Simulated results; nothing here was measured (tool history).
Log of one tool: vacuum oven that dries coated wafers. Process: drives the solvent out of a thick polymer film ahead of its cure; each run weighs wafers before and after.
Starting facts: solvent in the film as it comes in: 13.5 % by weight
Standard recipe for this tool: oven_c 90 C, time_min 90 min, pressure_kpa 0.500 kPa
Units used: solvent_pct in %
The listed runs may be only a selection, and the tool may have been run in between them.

Run 1, day 0.000: usual settings. Result: solvent_pct 2.14 %.
Run 2, day 0.617: usual settings but pressure_kpa 1.182 kPa. Result: solvent_pct 2.88 %.
Run 3, day 0.979: usual settings but pressure_kpa 0.819 kPa. Result: solvent_pct 2.50 %.
Run 4, day 1.400: usual settings. Result: solvent_pct 2.12 %.
Run 5, day 2.054: usual settings. Result: solvent_pct 2.18 %.
Run 6, day 2.700: usual settings. Result: solvent_pct 2.16 %.
Run 7, day 3.267: usual settings. Result: solvent_pct 2.19 %.
Run 8, day 3.975: usual settings but oven_c 98 C. Result: solvent_pct 0.83 %.
Run 9, day 4.483: usual settings but oven_c 98 C. Result: solvent_pct 0.77 %.
Run 10, day 5.162: usual settings but oven_c 98 C. Result: solvent_pct 0.77 %.
At day 5.312: oven's thermocouples calibrated.
Run 11, day 5.812: usual settings but oven_c 98 C, time_min 52 min. Result: solvent_pct 1.74 %.
Run 12, day 6.217: usual settings but oven_c 98 C, time_min 52 min. Result: solvent_pct 1.75 %.
Run 13, day 6.721: usual settings but oven_c 98 C, time_min 52 min. Result: solvent_pct 1.75 %.
Run 14, day 7.071: usual settings but oven_c 100 C, time_min 83 min, pressure_kpa 1.333 kPa. Result: solvent_pct 1.22 %.
Run 15, day 7.546: usual settings but oven_c 102 C, time_min 73 min, pressure_kpa 0.311 kPa. Result: solvent_pct 0.52 %.
Run 16, day 8.012: usual settings but pressure_kpa 1.500 kPa. Result: solvent_pct 2.93 %.
Run 17, day 8.800: usual settings but pressure_kpa 1.500 kPa. Result: solvent_pct 2.96 %.
Run 18, day 9.308: usual settings but pressure_kpa 1.500 kPa. Result: solvent_pct 2.90 %.
At day 9.750: oven's thermocouples calibrated, once more.
Run 19, day 9.867: usual settings but pressure_kpa 1.500 kPa. Result: solvent_pct 3.38 %.
Run 20, day 10.354: usual settings but oven_c 95 C, pressure_kpa 0.793 kPa. Result: solvent_pct 1.64 %.
Run 21, day 10.983: usual settings but oven_c 95 C, pressure_kpa 0.793 kPa. Result: solvent_pct 1.65 %.
Run 22, day 11.692: usual settings but oven_c 92 C, pressure_kpa 0.793 kPa. Result: solvent_pct 2.23 %.

Here are 5 independent what-if runs from the current tool condition. What would each one return?
Run A, day 12.433: usual settings but oven_c 93 C, time_min 51 min. Result: solvent_pct ?.
Run B, day 12.433: usual settings but oven_c 78 C, time_min 88 min, pressure_kpa 1.925 kPa. Result: solvent_pct ?.
Run C, day 12.433: usual settings but oven_c 92 C, time_min 111 min, pressure_kpa 0.387 kPa. Result: solvent_pct ?.
Run D, day 12.433: usual settings but oven_c 102 C, time_min 70 min, pressure_kpa 0.655 kPa. Result: solvent_pct ?.
Run E, day 12.433: usual settings but oven_c 79 C, time_min 106 min, pressure_kpa 0.383 kPa. Result: solvent_pct ?.

run  solvent_pct
  A         3.68
  B         7.65
  C         1.36
  D         0.92
  E         5.08
Had the tool no hidden state, the same runs would have come out as:
run  solvent_pct
  A         3.55
  B         7.49
  C         1.23
  D         0.83
  E         4.90
